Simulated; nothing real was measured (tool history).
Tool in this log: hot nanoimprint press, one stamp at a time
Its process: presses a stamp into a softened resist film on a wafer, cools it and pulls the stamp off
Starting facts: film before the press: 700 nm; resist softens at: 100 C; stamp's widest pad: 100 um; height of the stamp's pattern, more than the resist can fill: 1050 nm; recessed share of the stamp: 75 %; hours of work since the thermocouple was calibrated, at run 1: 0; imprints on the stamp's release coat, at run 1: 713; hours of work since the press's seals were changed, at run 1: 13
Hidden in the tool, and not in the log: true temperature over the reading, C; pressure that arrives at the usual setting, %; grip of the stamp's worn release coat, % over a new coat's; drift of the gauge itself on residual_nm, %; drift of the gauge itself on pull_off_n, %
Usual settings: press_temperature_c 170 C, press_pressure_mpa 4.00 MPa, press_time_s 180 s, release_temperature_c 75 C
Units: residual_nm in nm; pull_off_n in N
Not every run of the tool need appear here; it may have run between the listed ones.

run,hour,press_temperature_c,press_pressure_mpa,press_time_s,release_temperature_c,hours of work since the thermocouple was calibrated,imprints on the stamp's release coat,hours of work since the press's seals were changed,residual_nm,pull_off_n
1,0.0,170,4.00,180,75,0,713,13,386.5,139
# hour 49.1: stamp cleaned and given a new release coat
2,69.1,170,5.67,180,75,32,64,45,335.8,119
3,121.2,170,4.00,180,75,59,230,72,390.9,128
4,156.4,170,4.00,180,75,77,342,90,389.1,127
5,224.8,170,4.00,180,75,112,560,125,392.8,135
6,295.7,170,4.00,180,75,149,786,161,394.7,144
# hour 321.3: stamp cleaned and given a new release coat
7,342.3,170,4.00,180,75,169,67,182,392.4,121
8,412.5,170,4.00,180,75,205,291,218,399.5,126
9,459.5,170,4.00,180,75,230,440,242,395.0,131
# hour 468.4: plate thermocouple calibrated
10,491.7,170,4.00,137,75,12,533,257,432.8,136
11,551.8,170,4.00,137,75,43,725,288,435.3,140
# hour 596.9: stamp cleaned and given a new release coat
12,613.3,170,4.00,180,81,71,52,317,397.6,106
13,676.5,168,4.00,180,75,104,254,349,429.7,128
14,733.3,170,5.84,180,75,133,435,378,345.9,134
15,794.3,170,4.00,163,72,164,629,409,419.3,143
# hour 834.8: plate thermocouple calibrated, once more
16,850.0,170,4.00,163,72,8,797,436,410.1,151
# hour 871.3: stamp cleaned and given a new release coat
17,924.3,174,3.45,157,70,43,169,471,392.3,138
18,968.5,174,3.45,339,70,65,309,494,298.0,136
19,1035.1,169,4.00,180,62,100,522,528,409.7,166
20,1080.2,164,2.94,297,60,123,665,551,455.2,181
21,1116.1,164,2.94,297,60,141,779,570,459.8,183
# hour 1145.7: stamp cleaned and given a new release coat
22,1154.0,158,4.00,232,75,158,27,586,514.3,123
23,1217.2,171,4.00,232,67,190,228,619,360.6,144
24,1288.1,181,6.06,101,71,226,454,655,298.1,139

Forecast each of these 5 alternatives for the next run:
A,1326.6,161,4.05,280,75,246,577,675,?,?
B,1326.6,170,2.70,135,75,246,577,675,?,?
C,1326.6,170,2.76,180,75,246,577,675,?,?
D,1326.6,181,6.06,127,63,246,577,675,?,?
E,1326.6,165,5.28,101,71,246,577,675,?,?

run,residual_nm,pull_off_n
A,453.3,136
B,496.3,134
C,459.9,135
D,276.6,170
E,484.6,144
Stripped of hidden state, with their random variation kept, the same runs would have yielded:
run,residual_nm,pull_off_n
A,440.0,119
B,486.8,117
C,449.7,118
D,263.6,149
E,470.0,126
